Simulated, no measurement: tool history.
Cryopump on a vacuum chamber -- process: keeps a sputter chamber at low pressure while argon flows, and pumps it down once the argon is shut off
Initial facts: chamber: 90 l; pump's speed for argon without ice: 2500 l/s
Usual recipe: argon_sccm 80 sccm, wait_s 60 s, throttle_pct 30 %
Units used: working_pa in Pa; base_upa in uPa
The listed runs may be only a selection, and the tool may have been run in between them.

run,hour,argon_sccm,wait_s,throttle_pct,working_pa,base_upa
1,0.0,80,60,30,0.2014,1.27
2,24.7,80,60,38,0.1648,1.25
3,55.5,80,60,30,0.1997,1.31
4,81.2,80,60,30,0.2032,1.31
5,106.3,80,60,30,0.2038,1.29
6,144.8,80,60,30,0.1817,1.12
7,161.1,80,60,30,0.1800,1.06
8,195.9,80,60,30,0.1832,1.17
9,225.6,128,48,25,0.3500,1.28
10,264.1,80,187,48,0.1152,0.80
11,286.3,153,53,46,0.2292,1.20
12,307.1,37,44,45,0.0564,1.30

Not shown: 1 entry that the log had between the listed runs. Between which runs, and how does the tool's hidden state differ before and after?
Run 5 -> run 6: pump warmed up, emptied and cooled again (hour 114.8)
  pump's speed, % of a pump's without ice: 70.2 -> 98.7; cold plate's temperature, K: 12.67 -> 12.69; leak into the chamber, uPa l/s: 1453 -> 1469
  the result without the hidden state subtracted from the measured one, working_pa: +0.0239 -> +0.0015 Pa; base_upa: +0.71 -> +0.49 uPa

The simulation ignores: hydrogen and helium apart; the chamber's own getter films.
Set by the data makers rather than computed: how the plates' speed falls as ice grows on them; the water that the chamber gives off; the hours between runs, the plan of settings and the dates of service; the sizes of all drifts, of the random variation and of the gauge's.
